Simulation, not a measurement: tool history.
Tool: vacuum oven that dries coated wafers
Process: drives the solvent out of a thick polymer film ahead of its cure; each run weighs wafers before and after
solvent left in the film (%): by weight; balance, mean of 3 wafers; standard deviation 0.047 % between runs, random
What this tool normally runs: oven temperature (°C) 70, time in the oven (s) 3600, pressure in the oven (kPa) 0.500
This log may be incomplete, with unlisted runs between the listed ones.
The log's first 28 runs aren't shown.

Run 29, hour 987.6: usual settings but oven temperature (°C) 59, time in the oven (s) 4200. Result: solvent left in the film (%) 3.14.
Run 30, hour 1020.5: usual settings but oven temperature (°C) 67, time in the oven (s) 1920, pressure in the oven (kPa) 1.657. Result: solvent left in the film (%) 3.92.
Run 31, hour 1054.1: usual settings but oven temperature (°C) 67, time in the oven (s) 1920, pressure in the oven (kPa) 1.657. Result: solvent left in the film (%) 3.77.
Run 32, hour 1101.9: usual settings but oven temperature (°C) 66, time in the oven (s) 2520. Result: solvent left in the film (%) 2.78.
Run 33, hour 1130.9: usual settings but oven temperature (°C) 72. Result: solvent left in the film (%) 0.59.
Run 34, hour 1166.4: usual settings but oven temperature (°C) 65, pressure in the oven (kPa) 1.110. Result: solvent left in the film (%) 2.10.
Run 35, hour 1196.6: usual settings but oven temperature (°C) 65, pressure in the oven (kPa) 1.110. Result: solvent left in the film (%) 2.08.
Run 36, hour 1218.0: usual settings but oven temperature (°C) 83, time in the oven (s) 1980, pressure in the oven (kPa) 0.821. Result: solvent left in the film (%) 0.27.
Run 37, hour 1249.8: usual settings but oven temperature (°C) 55, time in the oven (s) 1980, pressure in the oven (kPa) 0.705. Result: solvent left in the film (%) 7.18.
Run 38, hour 1272.8: usual settings but oven temperature (°C) 83, time in the oven (s) 2820. Result: solvent left in the film (%) 0.12.
Run 39, hour 1301.0: usual settings but oven temperature (°C) 67, time in the oven (s) 4560, pressure in the oven (kPa) 0.979. Result: solvent left in the film (%) 1.00.
Run 40, hour 1337.8: usual settings but oven temperature (°C) 67, time in the oven (s) 4560, pressure in the oven (kPa) 0.979. Result: solvent left in the film (%) 1.01.
Run 41, hour 1377.5: usual settings but oven temperature (°C) 65, time in the oven (s) 2820, pressure in the oven (kPa) 1.371. Result: solvent left in the film (%) 2.94.
Run 42, hour 1426.6: usual settings but oven temperature (°C) 65, time in the oven (s) 2820, pressure in the oven (kPa) 1.371. Result: solvent left in the film (%) 2.93.
Run 43, hour 1474.9: usual settings but oven temperature (°C) 60, time in the oven (s) 2580, pressure in the oven (kPa) 0.449. Result: solvent left in the film (%) 4.60.
Run 44, hour 1504.9: usual settings but oven temperature (°C) 60, time in the oven (s) 2580, pressure in the oven (kPa) 0.449. Result: solvent left in the film (%) 4.58.
Run 45, hour 1535.4: usual settings but oven temperature (°C) 60, time in the oven (s) 2580, pressure in the oven (kPa) 0.449. Result: solvent left in the film (%) 4.59.
Run 46, hour 1558.3: usual settings but oven temperature (°C) 60, time in the oven (s) 2580, pressure in the oven (kPa) 0.449. Result: solvent left in the film (%) 4.71.
Run 47, hour 1596.9: usual settings but oven temperature (°C) 84, time in the oven (s) 4200, pressure in the oven (kPa) 0.938. Result: solvent left in the film (%) 0.21.
Run 48, hour 1640.4: usual settings but oven temperature (°C) 74, time in the oven (s) 2520, pressure in the oven (kPa) 0.831. Result: solvent left in the film (%) 0.94.

3 ways to go on from here, each from the tool as it stands after run 48. What would each give?
Run A, hour 1662.8: usual settings but oven temperature (°C) 79, pressure in the oven (kPa) 0.609. Result: solvent left in the film (%) ?.
Run B, hour 1662.8: usual settings but oven temperature (°C) 61, time in the oven (s) 4500, pressure in the oven (kPa) 0.831. Result: solvent left in the film (%) ?.
Run C, hour 1662.8: usual settings but oven temperature (°C) 63, time in the oven (s) 5940, pressure in the oven (kPa) 1.103. Result: solvent left in the film (%) ?.

run  solvent left in the film (%)
  A                          0.25
  B                          2.35
  C                          1.36
With no hidden state in the tool, these same runs would have given:
run  solvent left in the film (%)
  A                          0.23
  B                          2.31
  C                          1.32
